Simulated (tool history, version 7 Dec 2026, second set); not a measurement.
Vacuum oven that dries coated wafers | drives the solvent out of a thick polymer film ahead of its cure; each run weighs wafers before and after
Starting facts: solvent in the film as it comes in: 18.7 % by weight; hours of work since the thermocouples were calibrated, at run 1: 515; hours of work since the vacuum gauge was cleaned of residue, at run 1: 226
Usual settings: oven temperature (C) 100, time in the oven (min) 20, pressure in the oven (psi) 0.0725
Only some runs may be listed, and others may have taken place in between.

run,hour,oven temperature (C),time in the oven (min),pressure in the oven (psi),hours of work since the thermocouples were calibrated,hours of work since the vacuum gauge was cleaned of residue,solvent left in the film (%)
1,0,100,20,0.0725,515,226,0.86
2,11.7,100,20,0.0725,522,233,0.83
3,28.9,100,20,0.0725,531,242,0.85
4,46.7,100,20,0.0725,541,252,0.84
5,58.8,100,20,0.0725,548,259,0.86
6,71.3,100,20,0.0725,555,266,0.86
7,91.6,100,20,0.0725,566,277,0.81
8,105.6,100,20,0.0725,574,285,0.85
9,121.3,100,20,0.0725,582,293,0.87
10,133.3,102,20,0.0725,589,300,0.58
11,150.4,102,20,0.0725,598,310,0.6
12,159.8,102,20,0.0725,604,315,0.58
13,172.2,102,20,0.0725,610,322,0.59
14,191.2,102,20,0.0725,621,332,0.61
15,203.3,100,20,0.0725,628,339,0.84
16,219.8,100,20,0.088,637,348,0.87
17,235.3,100,20,0.088,645,357,0.88
18,246.3,100,20,0.088,651,363,0.87
19,266.5,100,20,0.088,663,374,0.88
20,278.4,100,20,0.088,669,380,0.86
21,298.7,100,20,0.088,680,392,0.87
22,310.8,100,20,0.0512,687,398,0.79
23,330.2,107,20,0.0725,698,409,0.24
24,345.1,107,20,0.0725,706,417,0.23
25,362,96,18,0.0725,716,427,1.92
26,378.3,87,15,0.0943,725,436,5.98
# hour 381.5: vacuum gauge cleaned of residue and calibrated
27,400.7,92,20,0.1297,736,11,2.73
28,418,92,20,0.1297,746,20,2.73
29,438.5,92,20,0.1297,757,32,2.75
30,448.7,92,20,0.1297,763,37,2.73
# hour 463.6: vacuum gauge cleaned of residue and calibrated, once more
31,466.5,112,15,0.0608,772,2,0.18
32,483,112,15,0.0608,781,11,0.15
33,491.9,112,15,0.0608,786,16,0.16
34,507,112,15,0.0608,794,24,0.15
35,529.1,108,11,0.0725,806,36,0.91
36,542.7,108,11,0.0725,814,44,0.93
37,555,108,11,0.0725,821,51,0.92
38,570.6,87,11,0.1021,829,59,7.56
39,588.3,87,11,0.1021,839,69,7.57
40,601.4,108,10,0.0614,846,76,1.14
41,611.5,86,25,0.0767,852,82,3.5
42,623.2,86,25,0.0767,858,88,3.49
43,641.6,100,20,0.1742,869,99,0.92
44,655.4,104,21,0.0519,876,106,0.27
45,672.8,95,21,0.0519,886,116,1.5
46,692.3,113,21,0.0519,897,127,0.06
47,704.6,88,21,0.0519,904,133,3.56

Each row is a separate what-if for the run after 47, all from the same tool condition, not one after another. Results?
A,717.2,100,20,0.1674,911,140,?
B,717.2,91,21,0.0725,911,140,?
C,717.2,88,30,0.0599,911,140,?

run,solvent left in the film (%)
A,0.89
B,2.58
C,2
Without the tool's unlogged condition, the same runs would have read:
run,solvent left in the film (%)
A,1.09
B,3.01
C,2.38
